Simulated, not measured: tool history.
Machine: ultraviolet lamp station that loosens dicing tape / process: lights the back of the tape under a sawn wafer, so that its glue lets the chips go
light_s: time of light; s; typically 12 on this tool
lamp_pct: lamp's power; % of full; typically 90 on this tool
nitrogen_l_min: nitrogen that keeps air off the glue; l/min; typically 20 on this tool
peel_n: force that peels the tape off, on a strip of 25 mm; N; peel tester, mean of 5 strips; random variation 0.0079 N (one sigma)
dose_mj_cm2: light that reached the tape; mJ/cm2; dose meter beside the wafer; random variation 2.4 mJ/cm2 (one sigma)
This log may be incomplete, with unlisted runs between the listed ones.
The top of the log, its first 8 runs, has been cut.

| run | hour | light_s | lamp_pct | nitrogen_l_min | peel_n | dose_mj_cm2 |
|---|---|---|---|---|---|---|
| 9 | 66.6 | 12 | 90 | 20 | 0.431 | 215 |
| 10 | 73.6 | 12 | 90 | 20 | 0.411 | 213 |
| 11 | 85.2 | 12 | 90 | 20 | 0.396 | 215 |
| 12 | 95.3 | 12 | 90 | 20 | 0.409 | 213 |
| 13 | 107.4 | 12 | 90 | 20 | 0.431 | 208 |
| 14 | 115.3 | 12 | 90 | 20 | 0.416 | 210 |
| 15 | 125.8 | 12 | 90 | 20 | 0.436 | 208 |
| 16 | 132.4 | 12 | 90 | 28 | 0.395 | 208 |
| 17 | 140.2 | 12 | 90 | 28 | 0.389 | 206 |
| 18 | 149.1 | 7 | 97 | 22 | 0.848 | 129 |
| 19 | 155.5 | 7 | 73 | 19 | 1.362 | 94 |
| 20 | 163.4 | 18 | 83 | 8 | 0.410 | 279 |
|  | 165.9 | window cleaned of glue's vapour |
| 21 | 175.2 | 18 | 83 | 8 | 0.322 | 327 |
| 22 | 185.6 | 9 | 86 | 11 | 0.791 | 168 |
| 23 | 195.6 | 10 | 71 | 8 | 1.095 | 152 |
| 24 | 207.2 | 10 | 71 | 8 | 1.083 | 155 |
| 25 | 215.0 | 6 | 99 | 20 | 0.956 | 130 |
| 26 | 224.5 | 17 | 78 | 8 | 0.415 | 283 |
| 27 | 236.4 | 17 | 78 | 7 | 0.443 | 280 |
| 28 | 248.8 | 16 | 72 | 14 | 0.398 | 243 |
| 29 | 255.6 | 12 | 93 | 6 | 0.645 | 236 |
| 30 | 266.0 | 16 | 93 | 6 | 0.423 | 308 |
| 31 | 276.7 | 16 | 93 | 6 | 0.410 | 309 |

4 options for the next run, each taken on its own from the tool as it stands now. Forecast them:
| A | 282.3 | 16 | 65 | 27 | ? | ? |
| B | 282.3 | 16 | 61 | 6 | ? | ? |
| C | 282.3 | 16 | 72 | 6 | ? | ? |
| D | 282.3 | 16 | 93 | 9 | ? | ? |

| run | peel_n | dose_mj_cm2 |
|---|---|---|
| A | 0.353 | 215 |
| B | 0.760 | 200 |
| C | 0.640 | 239 |
| D | 0.350 | 306 |
Take away the tool's hidden state, keep each run's random variation, and the runs would have read:
| run | peel_n | dose_mj_cm2 |
|---|---|---|
| A | 0.284 | 257 |
| B | 0.568 | 240 |
| C | 0.483 | 286 |
| D | 0.287 | 366 |

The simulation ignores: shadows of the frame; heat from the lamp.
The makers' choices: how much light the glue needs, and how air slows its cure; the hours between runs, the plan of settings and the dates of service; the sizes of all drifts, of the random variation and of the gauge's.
